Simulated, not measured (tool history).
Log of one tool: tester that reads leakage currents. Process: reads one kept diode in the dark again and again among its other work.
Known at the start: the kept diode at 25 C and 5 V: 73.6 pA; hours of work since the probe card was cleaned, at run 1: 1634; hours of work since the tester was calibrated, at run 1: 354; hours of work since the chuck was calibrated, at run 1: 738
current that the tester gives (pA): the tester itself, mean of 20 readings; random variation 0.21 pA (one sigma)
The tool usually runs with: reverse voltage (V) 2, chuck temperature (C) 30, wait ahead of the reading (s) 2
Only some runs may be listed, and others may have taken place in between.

run	hour	reverse voltage (V)	chuck temperature (C)	wait ahead of the reading (s)	hours of work since the probe card was cleaned	hours of work since the tester was calibrated	hours of work since the chuck was calibrated	current that the tester gives (pA)
1	0	2	30	2	1634	354	738	63.48
2	64.4	2	30	2	1678	398	782	63.45
3	135.5	2	30	2	1726	446	830	63.37
4	204.5	2	30	5.14	1772	492	876	63.03
5	267.8	2	30	2	1815	535	919	62.49
6	310.2	2	30	2	1844	564	948	62.93
7	390.9	2	30	2	1899	619	1003	62.25
8	428.4	2	30	2	1924	644	1028	62.01
# hour 437.3: probe card cleaned and baked
9	505.1	2	30	2	46	694	1078	62.23
10	581.7	2	30	0.46	98	746	1130	62.78
# hour 617.1: chuck's temperature calibrated
11	625.9	2	30	0.46	126	774	6	67.23
12	681	2	30	0.46	164	812	43	66.59
13	728.1	2	52	2	195	843	75	329.75
# hour 783.1: probe card cleaned and baked, once more
14	800.9	2	32	2	12	891	122	77
15	879.6	2	32	2	65	944	176	76.17
16	914	2	41	0.44	89	967	199	151.05
17	973.8	10.8	55	3.98	129	1008	239	1001.3
18	1028.2	6.84	30	2.18	166	1045	276	127.07
19	1069.4	1.64	54	6.25	194	1072	304	332.16
20	1144.7	1.64	54	6.25	245	1123	355	330.81
21	1203.6	10.73	22	2	285	1163	395	85.64
22	1269.8	10.73	22	2	329	1208	440	84.92
23	1337.3	10.73	22	2	375	1254	485	84.51
24	1372.5	1.47	41	8.1	399	1278	509	124.32
25	1410.5	1.47	41	8.1	425	1303	535	123.75
26	1453.6	2.68	30	2	454	1332	564	74.74
27	1512.8	2.68	30	2	494	1373	604	74.76
28	1561.3	2.68	30	2	527	1405	637	74.31
29	1603.4	2.68	30	2	555	1434	666	73.83

Predict each of these 3 candidate next runs independently; none follows another, all start after run 29:
A	1681.9	1.35	30	0.31	608	1487	719	?
B	1681.9	2	30	0.73	608	1487	719	?
C	1681.9	1.87	30	1.55	608	1487	719	?

run	current that the tester gives (pA)
A	51.02
B	63.16
C	60.72
Without the tool's hidden state the same runs would have given:
run	current that the tester gives (pA)
A	54.15
B	67.03
C	64.46
